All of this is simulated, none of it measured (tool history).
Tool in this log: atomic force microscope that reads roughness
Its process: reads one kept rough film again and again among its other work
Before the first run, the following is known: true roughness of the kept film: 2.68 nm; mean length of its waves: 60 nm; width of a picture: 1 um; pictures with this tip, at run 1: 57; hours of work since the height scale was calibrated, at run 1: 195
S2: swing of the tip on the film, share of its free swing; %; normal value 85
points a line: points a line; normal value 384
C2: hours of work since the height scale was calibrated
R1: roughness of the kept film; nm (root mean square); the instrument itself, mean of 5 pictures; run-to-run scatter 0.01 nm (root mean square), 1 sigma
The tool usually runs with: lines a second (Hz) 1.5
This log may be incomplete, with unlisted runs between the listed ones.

{"run": 1, "hour": 0.0, "lines a second (Hz)": 1.5, "S2": 85, "points a line": 384, "pictures with this tip": 57, "C2": 195, "R1": 2.354}
{"run": 2, "hour": 52.5, "lines a second (Hz)": 1.5, "S2": 85, "points a line": 384, "pictures with this tip": 132, "C2": 226, "R1": 2.311}
{"run": 3, "hour": 103.7, "lines a second (Hz)": 1.5, "S2": 85, "points a line": 773, "pictures with this tip": 205, "C2": 257, "R1": 2.289}
{"run": 4, "hour": 140.2, "lines a second (Hz)": 1.93, "S2": 85, "points a line": 773, "pictures with this tip": 258, "C2": 279, "R1": 2.204}
{"hour": 156.5, "done": "new tip fitted"}
{"run": 5, "hour": 177.7, "lines a second (Hz)": 1.93, "S2": 85, "points a line": 773, "pictures with this tip": 31, "C2": 302, "R1": 2.293}
{"run": 6, "hour": 225.9, "lines a second (Hz)": 1.93, "S2": 85, "points a line": 773, "pictures with this tip": 100, "C2": 331, "R1": 2.278}
{"run": 7, "hour": 266.6, "lines a second (Hz)": 1.93, "S2": 85, "points a line": 773, "pictures with this tip": 158, "C2": 355, "R1": 2.24}
{"run": 8, "hour": 317.7, "lines a second (Hz)": 1.93, "S2": 85, "points a line": 773, "pictures with this tip": 232, "C2": 386, "R1": 2.213}
{"hour": 352.6, "done": "new tip fitted"}
{"run": 9, "hour": 383.7, "lines a second (Hz)": 1.5, "S2": 85, "points a line": 384, "pictures with this tip": 45, "C2": 426, "R1": 2.351}
{"run": 10, "hour": 426.3, "lines a second (Hz)": 1.5, "S2": 85, "points a line": 384, "pictures with this tip": 106, "C2": 451, "R1": 2.32}
{"run": 11, "hour": 454.8, "lines a second (Hz)": 1.5, "S2": 85, "points a line": 384, "pictures with this tip": 147, "C2": 469, "R1": 2.314}
{"run": 12, "hour": 490.3, "lines a second (Hz)": 1.5, "S2": 85, "points a line": 384, "pictures with this tip": 198, "C2": 490, "R1": 2.278}
{"run": 13, "hour": 525.4, "lines a second (Hz)": 1.5, "S2": 85, "points a line": 384, "pictures with this tip": 248, "C2": 511, "R1": 2.283}

Expected results for the next run?
{"hour": 546.7, "done": "new tip fitted"}
{"run": 14, "hour": 586.3, "lines a second (Hz)": 1.5, "S2": 85, "points a line": 384, "pictures with this tip": 57, "C2": 548, "R1": "?"}

R1: 2.35 nm (root mean square)
With no hidden state in the tool, this same run would have given R1 2.384 nm (root mean square).

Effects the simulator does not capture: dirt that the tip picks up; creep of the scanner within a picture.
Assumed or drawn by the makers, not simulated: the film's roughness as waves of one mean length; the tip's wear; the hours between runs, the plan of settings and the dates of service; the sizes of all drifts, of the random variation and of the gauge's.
